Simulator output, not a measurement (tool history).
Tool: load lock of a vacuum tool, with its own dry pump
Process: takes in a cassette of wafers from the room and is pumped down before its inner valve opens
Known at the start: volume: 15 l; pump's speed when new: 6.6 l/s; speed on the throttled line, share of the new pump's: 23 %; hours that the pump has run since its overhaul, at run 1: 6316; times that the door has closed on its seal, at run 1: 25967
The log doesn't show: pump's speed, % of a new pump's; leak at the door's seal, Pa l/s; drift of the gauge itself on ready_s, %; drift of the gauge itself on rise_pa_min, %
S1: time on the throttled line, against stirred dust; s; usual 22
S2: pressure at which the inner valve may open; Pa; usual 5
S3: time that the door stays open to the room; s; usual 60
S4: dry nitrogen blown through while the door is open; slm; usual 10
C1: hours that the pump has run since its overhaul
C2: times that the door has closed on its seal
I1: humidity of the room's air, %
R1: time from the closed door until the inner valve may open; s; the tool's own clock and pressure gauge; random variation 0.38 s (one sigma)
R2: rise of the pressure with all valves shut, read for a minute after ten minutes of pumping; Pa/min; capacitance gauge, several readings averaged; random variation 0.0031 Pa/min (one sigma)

run 1 hour=0 | S1=22 S2=5 S3=60 S4=10 | C1=6316 C2=25967 | I1=41.2 | R1=39.3 R2=0.059
run 2 hour=112.2 | S1=22 S2=5 S3=60 S4=10 | C1=6428 C2=26505 | I1=43.4 | R1=39.9 R2=0.062
run 3 hour=228.5 | S1=22 S2=5 S3=60 S4=10 | C1=6544 C2=27062 | I1=44.5 | R1=39.4 R2=0.065
run 4 hour=431 | S1=22 S2=5 S3=60 S4=10 | C1=6747 C2=28032 | I1=45 | R1=39.4 R2=0.065
run 5 hour=603.7 | S1=12 S2=5 S3=60 S4=10 | C1=6919 C2=28860 | I1=42.9 | R1=32.3 R2=0.06
run 6 hour=803.9 | S1=12 S2=5 S3=60 S4=10 | C1=7120 C2=29819 | I1=42.7 | R1=32 R2=0.055
run 7 hour=896.1 | S1=12 S2=5 S3=60 S4=10 | C1=7212 C2=30260 | I1=48.1 | R1=31.7 R2=0.067
run 8 hour=1092.1 | S1=12 S2=5 S3=60 S4=10 | C1=7408 C2=31199 | I1=47.1 | R1=32 R2=0.066
run 9 hour=1183.4 | S1=12 S2=5 S3=60 S4=10 | C1=7499 C2=31637 | I1=42.9 | R1=32.1 R2=0.058
run 10 hour=1371.9 | S1=12 S2=5 S3=60 S4=10 | C1=7688 C2=32540 | I1=45.9 | R1=32.6 R2=0.069
run 11 hour=1587.2 | S1=12 S2=5 S3=60 S4=10 | C1=7903 C2=33571 | I1=44.5 | R1=32.4 R2=0.054
run 12 hour=1789.6 | S1=12 S2=5 S3=60 S4=10 | C1=8105 C2=34541 | I1=45.1 | R1=32 R2=0.07
run 13 hour=1976.1 | S1=12 S2=5 S3=57 S4=10 | C1=8292 C2=35434 | I1=45.1 | R1=32.2 R2=0.058
run 14 hour=2169.7 | S1=22 S2=5 S3=60 S4=10 | C1=8485 C2=36362 | I1=42.2 | R1=39.7 R2=0.062
run 15 hour=2332.8 | S1=22 S2=5 S3=60 S4=10 | C1=8649 C2=37143 | I1=43.8 | R1=39.5 R2=0.06
run 16 hour=2540.5 | S1=22 S2=5 S3=60 S4=10 | C1=8856 C2=38138 | I1=46.8 | R1=40 R2=0.07
run 17 hour=2748.9 | S1=22 S2=5 S3=60 S4=20 | C1=9065 C2=39136 | I1=48.5 | R1=39.8 R2=0.056
run 18 hour=2869.3 | S1=43 S2=5 S3=37 S4=10 | C1=9185 C2=39714 | I1=42.9 | R1=56.9 R2=0.054
run 19 hour=3020.6 | S1=43 S2=5 S3=27 S4=10 | C1=9336 C2=40438 | I1=41.1 | R1=55.2 R2=0.037
run 20 hour=3116.2 | S1=22 S2=5 S3=94 S4=7 | C1=9432 C2=40896 | I1=42.7 | R1=40.1 R2=0.077
run 21 hour=3245.2 | S1=22 S2=5 S3=94 S4=15 | C1=9561 C2=41514 | I1=47.3 | R1=40 R2=0.072
run 22 hour=3437.3 | S1=22 S2=5 S3=94 S4=15 | C1=9753 C2=42434 | I1=44.3 | R1=39.7 R2=0.07
run 23 hour=3580.5 | S1=22 S2=6 S3=60 S4=18 | C1=9896 C2=43121 | I1=41.5 | R1=39.1 R2=0.054
run 24 hour=3726.9 | S1=22 S2=6 S3=60 S4=4 | C1=10043 C2=43822 | I1=44.4 | R1=39.1 R2=0.068
run 25 hour=3907.5 | S1=22 S2=5 S3=60 S4=9 | C1=10223 C2=44687 | I1=42.6 | R1=39.6 R2=0.066
run 26 hour=4047.8 | S1=31 S2=5 S3=130 S4=22 | C1=10364 C2=45359 | I1=46.7 | R1=47.2 R2=0.074
run 27 hour=4267.4 | S1=31 S2=5 S3=105 S4=29 | C1=10583 C2=46411 | I1=48.8 | R1=46.4 R2=0.058
run 28 hour=4432.5 | S1=30 S2=9 S3=76 S4=7 | C1=10748 C2=47202 | I1=44.4 | R1=44.5 R2=0.075
run 29 hour=4619.5 | S1=22 S2=10 S3=43 S4=10 | C1=10935 C2=48098 | I1=41.9 | R1=38.1 R2=0.055
run 30 hour=4757.5 | S1=22 S2=5 S3=43 S4=6 | C1=11073 C2=48759 | I1=44.8 | R1=39.9 R2=0.056
run 31 hour=4910.1 | S1=22 S2=5 S3=49 S4=6 | C1=11226 C2=49490 | I1=42.2 | R1=39.3 R2=0.062

3 ways to go on from here, each from the tool as it stands after run 31. What would each give?
run A hour=5057.5 | S1=17 S2=4 S3=193 S4=6 | C1=11373 C2=50196 | I1=47 | R1=? R2=?
run B hour=5057.5 | S1=22 S2=6 S3=75 S4=6 | C1=11373 C2=50196 | I1=43.5 | R1=? R2=?
run C hour=5057.5 | S1=22 S2=6 S3=60 S4=10 | C1=11373 C2=50196 | I1=45.5 | R1=? R2=?

run=A R1=36.7 R2=0.115
run=B R1=40 R2=0.075
run=C R1=38.9 R2=0.064
Without the tool's hidden state the same runs would have given:
run=A R1=36.7 R2=0.114
run=B R1=40 R2=0.074
run=C R1=38.9 R2=0.063

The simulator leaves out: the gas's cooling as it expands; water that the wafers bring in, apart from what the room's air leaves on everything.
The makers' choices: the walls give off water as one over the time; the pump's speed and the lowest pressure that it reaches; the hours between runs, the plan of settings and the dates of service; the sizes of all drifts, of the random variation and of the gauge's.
